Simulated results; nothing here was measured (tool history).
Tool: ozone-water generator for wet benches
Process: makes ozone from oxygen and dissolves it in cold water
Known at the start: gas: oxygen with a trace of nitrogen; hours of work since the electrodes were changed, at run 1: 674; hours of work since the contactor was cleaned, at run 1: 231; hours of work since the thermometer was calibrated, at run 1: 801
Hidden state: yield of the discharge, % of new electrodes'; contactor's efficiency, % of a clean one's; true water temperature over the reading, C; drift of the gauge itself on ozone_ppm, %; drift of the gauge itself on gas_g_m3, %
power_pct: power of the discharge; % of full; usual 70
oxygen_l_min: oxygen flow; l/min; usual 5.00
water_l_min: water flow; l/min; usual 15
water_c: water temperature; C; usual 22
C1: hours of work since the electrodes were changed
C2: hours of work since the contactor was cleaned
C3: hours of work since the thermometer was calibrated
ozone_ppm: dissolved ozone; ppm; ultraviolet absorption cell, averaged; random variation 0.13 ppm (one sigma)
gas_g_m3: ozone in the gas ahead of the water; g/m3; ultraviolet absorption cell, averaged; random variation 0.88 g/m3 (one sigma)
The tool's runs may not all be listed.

Run 1, hour 0.0: usual settings; C1 674; C2 231; C3 801. Result: ozone_ppm 12.8 ppm, gas_g_m3 142.7 g/m3.
Run 2, hour 73.5: usual settings but power_pct 46 % of full; C1 742; C2 299; C3 869. Result: ozone_ppm 8.9 ppm, gas_g_m3 100.9 g/m3.
Run 3, hour 166.9: usual settings but power_pct 46 % of full; C1 828; C2 386; C3 956. Result: ozone_ppm 8.7 ppm, gas_g_m3 101.4 g/m3.
Run 4, hour 229.7: usual settings but power_pct 46 % of full; C1 886; C2 444; C3 1014. Result: ozone_ppm 8.8 ppm, gas_g_m3 99.6 g/m3.
Run 5, hour 368.6: usual settings but power_pct 46 % of full; C1 1015; C2 572; C3 1142. Result: ozone_ppm 9.0 ppm, gas_g_m3 99.2 g/m3.
Run 6, hour 435.6: usual settings; C1 1077; C2 634; C3 1204. Result: ozone_ppm 12.4 ppm, gas_g_m3 142.0 g/m3.
Run 7, hour 567.7: usual settings; C1 1199; C2 756; C3 1326. Result: ozone_ppm 12.5 ppm, gas_g_m3 141.5 g/m3.
Run 8, hour 643.3: usual settings; C1 1269; C2 826; C3 1396. Result: ozone_ppm 12.6 ppm, gas_g_m3 141.0 g/m3.
Run 9, hour 739.7: usual settings; C1 1358; C2 915; C3 1486. Result: ozone_ppm 12.5 ppm, gas_g_m3 142.6 g/m3.
Run 10, hour 830.5: usual settings; C1 1442; C2 1000; C3 1570. Result: ozone_ppm 12.4 ppm, gas_g_m3 139.6 g/m3.
Run 11, hour 966.9: usual settings but power_pct 65 % of full, oxygen_l_min 2.85 l/min, water_c 18 C; C1 1569; C2 1126; C3 1696. Result: ozone_ppm 11.8 ppm, gas_g_m3 169.2 g/m3.
Run 12, hour 1105.5: usual settings but power_pct 65 % of full, oxygen_l_min 2.85 l/min, water_c 18 C; C1 1697; C2 1254; C3 1824. Result: ozone_ppm 11.7 ppm, gas_g_m3 168.9 g/m3.
Run 13, hour 1242.2: usual settings but power_pct 65 % of full, oxygen_l_min 2.85 l/min, water_l_min 9 l/min, water_c 18 C; C1 1823; C2 1380; C3 1950. Result: ozone_ppm 17.3 ppm, gas_g_m3 168.9 g/m3.
Run 14, hour 1386.0: usual settings but power_pct 78 % of full, oxygen_l_min 6.07 l/min, water_c 29 C; C1 1956; C2 1514; C3 2084. Result: ozone_ppm 11.7 ppm, gas_g_m3 140.2 g/m3.
Run 15, hour 1510.0: usual settings but power_pct 98 % of full; C1 2071; C2 1628; C3 2198. Result: ozone_ppm 16.1 ppm, gas_g_m3 184.4 g/m3.
Run 16, hour 1623.8: usual settings but power_pct 56 % of full, oxygen_l_min 2.65 l/min, water_l_min 10 l/min, water_c 23 C; C1 2176; C2 1734; C3 2304. Result: ozone_ppm 13.0 ppm, gas_g_m3 153.8 g/m3.
Run 17, hour 1728.9: usual settings but power_pct 56 % of full, oxygen_l_min 7.67 l/min, water_l_min 14 l/min; C1 2274; C2 1831; C3 2401. Result: ozone_ppm 10.4 ppm, gas_g_m3 96.5 g/m3.

Forecast each of these 5 alternatives for the next run:
Run A, hour 1870.9: usual settings but power_pct 82 % of full, oxygen_l_min 7.67 l/min, water_l_min 14 l/min; C1 2405; C2 1962; C3 2532. Result: ozone_ppm ?, gas_g_m3 ?.
Run B, hour 1870.9: usual settings but power_pct 72 % of full, oxygen_l_min 8.80 l/min, water_l_min 11 l/min; C1 2405; C2 1962; C3 2532. Result: ozone_ppm ?, gas_g_m3 ?.
Run C, hour 1870.9: usual settings but power_pct 56 % of full, oxygen_l_min 4.16 l/min; C1 2405; C2 1962; C3 2532. Result: ozone_ppm ?, gas_g_m3 ?.
Run D, hour 1870.9: usual settings but power_pct 56 % of full, oxygen_l_min 3.62 l/min, water_l_min 14 l/min; C1 2405; C2 1962; C3 2532. Result: ozone_ppm ?, gas_g_m3 ?.
Run E, hour 1870.9: usual settings but power_pct 56 % of full, oxygen_l_min 4.78 l/min, water_l_min 20 l/min; C1 2405; C2 1962; C3 2532. Result: ozone_ppm ?, gas_g_m3 ?.

run  ozone_ppm  gas_g_m3
  A       14.0     131.1
  B       14.2     109.0
  C        9.9     124.4
  D       10.5     133.4
  E        8.1     117.5
Without the tool's hidden state the same runs would have given:
run  ozone_ppm  gas_g_m3
  A       15.2     139.7
  B       15.3     115.4
  C       10.5     130.2
  D       11.2     139.6
  E        8.6     123.0

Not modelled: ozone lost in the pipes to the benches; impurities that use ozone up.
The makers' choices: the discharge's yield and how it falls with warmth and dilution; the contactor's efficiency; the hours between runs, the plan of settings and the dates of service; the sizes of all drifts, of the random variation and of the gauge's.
